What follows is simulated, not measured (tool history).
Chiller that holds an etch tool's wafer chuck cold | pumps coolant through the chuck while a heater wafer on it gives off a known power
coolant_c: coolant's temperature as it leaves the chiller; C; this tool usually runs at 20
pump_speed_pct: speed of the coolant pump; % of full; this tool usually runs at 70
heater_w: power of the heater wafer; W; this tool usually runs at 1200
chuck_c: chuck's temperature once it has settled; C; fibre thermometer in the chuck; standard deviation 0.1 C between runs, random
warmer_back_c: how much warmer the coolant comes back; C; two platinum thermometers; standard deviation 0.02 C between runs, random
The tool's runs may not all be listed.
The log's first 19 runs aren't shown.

run	day	coolant_c	pump_speed_pct	heater_w	chuck_c	warmer_back_c
20	91.567	29	76	1611	48	5.27
21	98.038	20	72	1317	36.3	4.55
22	103.15	20	88	1457	35.3	4.14
# day 106.575: coolant pump overhauled
23	106.712	14	92	1486	29	4
24	110.25	14	92	1486	28.9	4.03
25	116.362	14	92	1486	28.9	4.02
26	121.4	28	63	733	38.3	2.85
27	126.608	23	74	1549	41.6	5.19
28	129.342	23	74	1549	41.7	5.19
29	135.696	23	74	1549	41.7	5.21
30	140.933	23	86	1549	39.4	4.52
31	144.579	11	86	634	17.7	1.83

Below are 3 alternative next runs, each starting from the tool's condition after run 31. Predict each:
A	147.433	24	60	856	?	?
B	147.433	11	88	1395	?	?
C	147.433	11	71	1457	?	?

run	chuck_c	warmer_back_c
A	36.4	3.52
B	25.6	3.97
C	29.1	5.09
What these runs would have given with no unlogged condition in the tool:
run	chuck_c	warmer_back_c
A	36.4	3.52
B	25.6	3.96
C	29.1	5.09
